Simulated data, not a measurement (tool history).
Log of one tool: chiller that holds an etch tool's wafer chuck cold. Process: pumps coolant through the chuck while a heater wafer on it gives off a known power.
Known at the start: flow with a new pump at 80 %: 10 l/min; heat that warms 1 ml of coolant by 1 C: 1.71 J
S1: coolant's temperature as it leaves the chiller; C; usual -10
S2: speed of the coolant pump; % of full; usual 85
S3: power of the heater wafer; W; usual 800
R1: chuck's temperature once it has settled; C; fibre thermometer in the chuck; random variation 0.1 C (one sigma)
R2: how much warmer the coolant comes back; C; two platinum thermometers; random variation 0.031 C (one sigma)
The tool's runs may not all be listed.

run	hour	S1	S2	S3	R1	R2
1	0.0	-10	85	800	1.2	2.70
2	59.6	-10	68	800	3.7	3.40
3	129.7	-10	68	740	2.9	3.15
4	181.1	-10	68	740	2.7	3.18
5	245.1	-10	68	740	3.0	3.15
6	309.5	-10	85	800	1.4	2.66
7	369.3	-10	85	800	1.3	2.67
8	408.1	-10	85	800	1.6	2.68
9	468.7	-17	85	800	-5.5	2.67
10	523.6	-10	85	800	1.3	2.71
11	558.6	-10	85	800	1.6	2.70
# hour 576.0: chiller's thermometer calibrated
12	616.9	-10	85	800	1.9	2.62
13	655.3	-10	85	800	1.9	2.70
14	688.2	-10	85	800	1.8	2.64
15	746.7	-10	95	800	1.0	2.42
16	819.1	-10	95	800	0.7	2.40
17	858.3	-10	95	800	0.8	2.37
18	914.9	-3	61	644	10.1	3.12
19	978.6	-17	61	699	-2.5	3.48
20	1024.7	-17	75	494	-8.8	1.94
21	1068.3	-17	75	494	-8.7	2.00
22	1118.9	-17	75	494	-8.6	1.97
# hour 1168.4: coolant changed, channels flushed
23	1195.0	-2	75	504	5.0	1.98
24	1225.9	-16	65	631	-6.1	2.92
25	1290.4	-10	85	715	-1.4	2.44
26	1343.6	-10	70	968	4.3	4.16
27	1379.0	-10	70	968	4.4	4.15
28	1433.6	-7	70	968	7.4	4.18
29	1498.6	-10	79	636	-1.5	2.41
30	1557.8	-10	79	636	-1.4	2.37
31	1608.9	-10	79	636	-1.6	2.38

5 ways to go on from here, each from the tool as it stands after run 31. What would each give?
A	1670.8	-10	85	1093	?	?
B	1670.8	-15	60	1122	?	?
C	1670.8	-10	77	636	?	?
D	1670.8	-10	90	496	?	?
E	1670.8	0	79	436	?	?

run	R1	R2
A	3.5	3.81
B	4.6	5.68
C	-1.3	2.47
D	-4.1	1.58
E	5.7	1.67
Without the tool's hidden state the same runs would have given:
run	R1	R2
A	2.7	3.60
B	3.5	5.36
C	-1.7	2.33
D	-4.3	1.49
E	5.5	1.58
